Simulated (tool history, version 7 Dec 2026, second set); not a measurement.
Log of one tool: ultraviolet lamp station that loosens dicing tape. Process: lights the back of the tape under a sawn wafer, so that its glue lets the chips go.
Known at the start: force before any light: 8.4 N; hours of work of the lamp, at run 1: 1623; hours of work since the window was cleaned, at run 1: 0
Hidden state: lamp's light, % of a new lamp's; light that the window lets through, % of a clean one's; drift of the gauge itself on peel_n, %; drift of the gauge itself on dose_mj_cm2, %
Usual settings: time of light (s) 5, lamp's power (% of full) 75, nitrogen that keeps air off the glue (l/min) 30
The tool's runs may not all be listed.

run,hour,time of light (s),lamp's power (% of full),nitrogen that keeps air off the glue (l/min),hours of work of the lamp,hours of work since the window was cleaned,force that peels the tape off (N),light that reached the tape (mJ/cm2)
1,0,5,75,30,1623,0,1.401,313
2,79.5,5,75,30,1656,33,1.453,308
3,145.8,5,75,14,1683,60,2.406,307
4,231.3,5,75,11,1719,96,2.636,304
5,315.4,5,89,11,1753,131,2.135,356
6,398.4,5,75,30,1788,165,1.507,304
7,486.1,5,75,30,1824,201,1.626,303
8,569.5,5,75,30,1859,236,1.534,293
9,656.1,5,75,30,1895,272,1.532,293
# hour 751: lamp changed
10,751,2,75,30,0,311,3.574,149
11,807,5,75,58,23,334,0.692,375
12,881.4,5,75,58,54,365,0.68,371
13,938,5,75,58,77,388,0.683,371
14,1011.6,5,75,58,108,419,0.704,371
15,1068.4,5,75,58,131,442,0.707,368
16,1144.3,5,75,58,163,474,0.699,365
# hour 1150.1: window cleaned of glue's vapour
17,1208.8,8,75,36,189,24,0.426,574
18,1265,4,88,36,213,48,1.153,337
19,1329.3,3,76,30,239,74,2.423,209
20,1382.7,4,75,30,261,96,1.617,281
21,1460.9,5,97,23,294,129,0.934,453
22,1520.9,5,96,22,319,154,0.958,438
23,1580.4,2,75,35,343,178,3.431,137
24,1661.6,9,75,35,377,212,0.377,627
25,1722.1,9,75,35,402,237,0.396,615
# hour 1751.3: window cleaned of glue's vapour, once more
26,1766.5,9,75,35,420,6,0.346,660
27,1851.8,3,96,43,456,42,1.39,281
28,1928.6,4,83,35,487,73,1.243,319
29,1992.2,6,68,12,514,100,1.864,390
30,2051,3,61,12,538,124,4.229,174

4 ways to go on from here, each from the tool as it stands after run 30. What would each give?
A,2135.6,9,64,12,573,159,?,?
B,2135.6,9,72,30,573,159,?,?
C,2135.6,2,84,56,573,159,?,?
D,2135.6,4,95,16,573,159,?,?

run,force that peels the tape off (N),light that reached the tape (mJ/cm2)
A,1.06,548
B,0.421,621
C,2.641,163
D,1.739,364
Without the tool's hidden state the same runs would have given:
run,force that peels the tape off (N),light that reached the tape (mJ/cm2)
A,0.9,600
B,0.364,680
C,2.375,179
D,1.516,399

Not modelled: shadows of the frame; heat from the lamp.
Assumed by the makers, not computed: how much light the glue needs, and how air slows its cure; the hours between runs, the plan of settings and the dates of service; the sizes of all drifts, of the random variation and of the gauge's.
